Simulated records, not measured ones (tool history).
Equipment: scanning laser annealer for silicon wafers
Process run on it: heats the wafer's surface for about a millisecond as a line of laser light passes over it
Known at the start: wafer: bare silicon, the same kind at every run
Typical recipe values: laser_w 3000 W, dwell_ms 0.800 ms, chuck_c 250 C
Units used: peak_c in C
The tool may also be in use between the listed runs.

{"run": 1, "hour": 0.0, "laser_w": 3000, "dwell_ms": 0.8, "chuck_c": 250, "peak_c": 1035}
{"run": 2, "hour": 30.7, "laser_w": 3000, "dwell_ms": 0.8, "chuck_c": 250, "peak_c": 1029}
{"run": 3, "hour": 59.7, "laser_w": 3059, "dwell_ms": 0.8, "chuck_c": 250, "peak_c": 1047}
{"run": 4, "hour": 75.7, "laser_w": 3059, "dwell_ms": 0.8, "chuck_c": 250, "peak_c": 1049}
{"run": 5, "hour": 100.6, "laser_w": 3059, "dwell_ms": 0.8, "chuck_c": 250, "peak_c": 1042}
{"run": 6, "hour": 119.3, "laser_w": 3000, "dwell_ms": 0.8, "chuck_c": 250, "peak_c": 1027}
{"run": 7, "hour": 149.5, "laser_w": 3000, "dwell_ms": 0.8, "chuck_c": 250, "peak_c": 1022}
{"run": 8, "hour": 177.5, "laser_w": 2942, "dwell_ms": 0.8, "chuck_c": 250, "peak_c": 1001}
{"run": 9, "hour": 208.5, "laser_w": 2564, "dwell_ms": 0.8, "chuck_c": 250, "peak_c": 879}
{"run": 10, "hour": 237.4, "laser_w": 2564, "dwell_ms": 0.8, "chuck_c": 250, "peak_c": 878}
{"run": 11, "hour": 263.6, "laser_w": 2564, "dwell_ms": 0.8, "chuck_c": 227, "peak_c": 849}
{"run": 12, "hour": 283.2, "laser_w": 3000, "dwell_ms": 0.8, "chuck_c": 250, "peak_c": 1008}
{"run": 13, "hour": 313.5, "laser_w": 3000, "dwell_ms": 0.8, "chuck_c": 213, "peak_c": 969}
{"run": 14, "hour": 341.7, "laser_w": 3000, "dwell_ms": 0.8, "chuck_c": 285, "peak_c": 1044}
{"hour": 362.3, "done": "window over the wafer cleaned"}
{"run": 15, "hour": 364.2, "laser_w": 3000, "dwell_ms": 0.941, "chuck_c": 250, "peak_c": 1125}
{"run": 16, "hour": 383.0, "laser_w": 3000, "dwell_ms": 0.941, "chuck_c": 250, "peak_c": 1119}
{"run": 17, "hour": 414.0, "laser_w": 3000, "dwell_ms": 0.941, "chuck_c": 250, "peak_c": 1118}
{"run": 18, "hour": 442.6, "laser_w": 3000, "dwell_ms": 0.941, "chuck_c": 250, "peak_c": 1115}
{"run": 19, "hour": 458.6, "laser_w": 3000, "dwell_ms": 0.941, "chuck_c": 250, "peak_c": 1115}
{"run": 20, "hour": 473.6, "laser_w": 2910, "dwell_ms": 0.941, "chuck_c": 250, "peak_c": 1074}
{"run": 21, "hour": 498.1, "laser_w": 2910, "dwell_ms": 0.941, "chuck_c": 250, "peak_c": 1075}
{"run": 22, "hour": 522.7, "laser_w": 2985, "dwell_ms": 0.646, "chuck_c": 241, "peak_c": 951}
{"run": 23, "hour": 550.9, "laser_w": 2963, "dwell_ms": 0.8, "chuck_c": 233, "peak_c": 1011}
{"run": 24, "hour": 579.9, "laser_w": 2963, "dwell_ms": 0.8, "chuck_c": 233, "peak_c": 1007}
{"run": 25, "hour": 601.9, "laser_w": 2963, "dwell_ms": 0.8, "chuck_c": 233, "peak_c": 1006}
{"run": 26, "hour": 631.3, "laser_w": 2963, "dwell_ms": 0.8, "chuck_c": 233, "peak_c": 1004}
{"run": 27, "hour": 654.1, "laser_w": 3107, "dwell_ms": 0.701, "chuck_c": 250, "peak_c": 1017}
{"run": 28, "hour": 678.5, "laser_w": 2676, "dwell_ms": 0.731, "chuck_c": 250, "peak_c": 895}
{"run": 29, "hour": 693.5, "laser_w": 3272, "dwell_ms": 0.573, "chuck_c": 250, "peak_c": 984}

Run 30, settings as shown, results not yet in. Your forecast:
{"run": 30, "hour": 710.7, "laser_w": 2890, "dwell_ms": 0.8, "chuck_c": 271, "peak_c": "?"}

{"run 30": {"peak_c": 1007}}
The same run, on a tool lacking any hidden state, would have yielded peak_c 1055 C.
